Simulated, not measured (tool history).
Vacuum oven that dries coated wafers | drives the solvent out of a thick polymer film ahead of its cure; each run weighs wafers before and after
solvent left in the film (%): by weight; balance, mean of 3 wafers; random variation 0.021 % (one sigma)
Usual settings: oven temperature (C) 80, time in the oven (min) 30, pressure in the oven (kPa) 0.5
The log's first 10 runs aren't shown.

| run | day | oven temperature (C) | time in the oven (min) | pressure in the oven (kPa) | solvent left in the film (%) |
|---|---|---|---|---|---|
| 11 | 3.729 | 80 | 31 | 0.5 | 1.58 |
| 12 | 4.254 | 80 | 31 | 0.5 | 1.56 |
| 13 | 4.521 | 80 | 31 | 0.5 | 1.6 |
| 14 | 4.867 | 80 | 31 | 0.5 | 1.56 |
| 15 | 5.142 | 80 | 30 | 0.5 | 1.68 |
| 16 | 5.388 | 80 | 30 | 0.5 | 1.69 |
| 17 | 5.696 | 80 | 30 | 0.5 | 1.69 |
| 18 | 5.95 | 80 | 30 | 0.5 | 1.68 |
| 19 | 6.267 | 92 | 30 | 0.482 | 0.14 |
| 20 | 6.558 | 95 | 38 | 0.482 | 0.08 |
| 21 | 6.979 | 65 | 30 | 0.41 | 6.68 |
| 22 | 7.479 | 82 | 30 | 0.923 | 1.29 |
| 23 | 8.025 | 82 | 49 | 0.784 | 0.4 |
| 24 | 8.412 | 73 | 16 | 1.03 | 6.95 |
| 25 | 8.833 | 73 | 53 | 1.03 | 1.6 |
| 26 | 9.371 | 90 | 19 | 1.147 | 1.02 |
| 27 | 9.762 | 82 | 34 | 0.5 | 0.91 |
| 28 | 10.1 | 78 | 18 | 0.367 | 4.49 |
| 29 | 10.392 | 69 | 35 | 1.663 | 4.73 |
| 30 | 10.938 | 91 | 45 | 0.5 | 0.1 |
| 31 | 11.183 | 91 | 45 | 0.5 | 0.04 |
| 32 | 11.462 | 91 | 45 | 0.631 | 0.1 |
| 33 | 11.767 | 92 | 35 | 0.695 | 0.17 |
| 34 | 12.079 | 92 | 35 | 0.695 | 0.15 |

3 ways to go on from here, each from the tool as it stands after run 34. What would each give?
| A | 12.604 | 92 | 28 | 0.695 | ? |
| B | 12.604 | 92 | 40 | 1.253 | ? |
| C | 12.604 | 80 | 48 | 0.932 | ? |

| run | solvent left in the film (%) |
|---|---|
| A | 0.23 |
| B | 0.22 |
| C | 0.59 |
Without the tool's hidden state the same runs would have given:
| run | solvent left in the film (%) |
|---|---|
| A | 0.26 |
| B | 0.23 |
| C | 0.67 |
